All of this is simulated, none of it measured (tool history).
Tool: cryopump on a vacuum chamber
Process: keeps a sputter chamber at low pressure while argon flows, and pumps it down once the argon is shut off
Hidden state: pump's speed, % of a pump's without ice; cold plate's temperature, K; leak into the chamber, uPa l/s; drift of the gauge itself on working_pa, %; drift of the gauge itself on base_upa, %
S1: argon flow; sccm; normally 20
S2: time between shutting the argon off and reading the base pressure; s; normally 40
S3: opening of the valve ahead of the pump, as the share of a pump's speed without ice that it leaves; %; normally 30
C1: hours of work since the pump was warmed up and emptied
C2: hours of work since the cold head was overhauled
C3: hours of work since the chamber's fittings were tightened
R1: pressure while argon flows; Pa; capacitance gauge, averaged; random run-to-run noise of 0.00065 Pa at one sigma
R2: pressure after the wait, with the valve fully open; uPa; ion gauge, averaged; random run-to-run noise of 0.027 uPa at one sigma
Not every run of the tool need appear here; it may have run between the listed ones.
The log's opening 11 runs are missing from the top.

| run | hour | S1 | S2 | S3 | C1 | C2 | C3 | R1 | R2 |
|---|---|---|---|---|---|---|---|---|---|
| 12 | 642.6 | 12 | 40 | 30 | 66 | 1009 | 1265 | 0.063 | 2.87 |
| 13 | 693.8 | 12 | 40 | 30 | 98 | 1041 | 1297 | 0.0634 | 2.85 |
| 14 | 737.4 | 12 | 40 | 30 | 125 | 1068 | 1325 | 0.0631 | 2.97 |
| 15 | 780.3 | 12 | 40 | 30 | 152 | 1095 | 1351 | 0.0643 | 3.04 |
| 16 | 854.2 | 12 | 40 | 30 | 198 | 1141 | 1397 | 0.0632 | 3.13 |
| 17 | 899.8 | 12 | 40 | 30 | 227 | 1169 | 1426 | 0.0634 | 3.19 |
| 18 | 933.4 | 12 | 40 | 30 | 247 | 1190 | 1447 | 0.0647 | 3.24 |
| 19 | 984 | 12 | 40 | 30 | 279 | 1222 | 1478 | 0.0656 | 3.17 |
| 20 | 1027.5 | 28 | 28 | 30 | 306 | 1249 | 1506 | 0.1509 | 3.75 |
| 21 | 1072.4 | 28 | 28 | 30 | 334 | 1277 | 1534 | 0.151 | 3.81 |
| 22 | 1112.8 | 32 | 28 | 29 | 359 | 1302 | 1559 | 0.1789 | 3.76 |
| 23 | 1181.9 | 9 | 28 | 54 | 403 | 1345 | 1602 | 0.029 | 3.94 |
|  | 1197.3 | leaking fittings of the chamber tightened, without venting |
| 24 | 1240.1 | 11 | 214 | 36 | 438 | 1381 | 27 | 0.051 | 0.59 |
| 25 | 1316.4 | 19 | 39 | 30 | 485 | 1428 | 74 | 0.1039 | 1.44 |
| 26 | 1369.8 | 30 | 28 | 20 | 519 | 1461 | 108 | 0.245 | 1.94 |
| 27 | 1443.9 | 11 | 226 | 58 | 565 | 1508 | 154 | 0.0338 | 0.77 |
| 28 | 1496 | 11 | 226 | 58 | 597 | 1540 | 186 | 0.0342 | 0.85 |
| 29 | 1539.3 | 9 | 226 | 21 | 624 | 1567 | 213 | 0.0715 | 0.87 |
| 30 | 1614.2 | 9 | 226 | 21 | 671 | 1614 | 260 | 0.0711 | 0.99 |
| 31 | 1680.5 | 20 | 180 | 30 | 712 | 1655 | 302 | 0.1144 | 1.09 |
| 32 | 1723.1 | 18 | 63 | 18 | 739 | 1682 | 328 | 0.166 | 1.56 |
| 33 | 1769.6 | 11 | 95 | 30 | 768 | 1711 | 357 | 0.0634 | 1.41 |
| 34 | 1807.7 | 19 | 122 | 57 | 792 | 1735 | 381 | 0.0645 | 1.35 |

What if the next run were any one of these 3? Each begins from the tool's condition after run 34:
| A | 1842.3 | 29 | 35 | 40 | 813 | 1756 | 403 | ? | ? |
| B | 1842.3 | 19 | 52 | 57 | 813 | 1756 | 403 | ? | ? |
| C | 1842.3 | 20 | 40 | 33 | 813 | 1756 | 403 | ? | ? |

| run | R1 | R2 |
|---|---|---|
| A | 0.132 | 2.18 |
| B | 0.0646 | 1.81 |
| C | 0.1075 | 2.01 |
With no hidden state in the tool, these same runs would have given:
| run | R1 | R2 |
|---|---|---|
| A | 0.1134 | 1.36 |
| B | 0.0523 | 1.01 |
| C | 0.0946 | 1.21 |
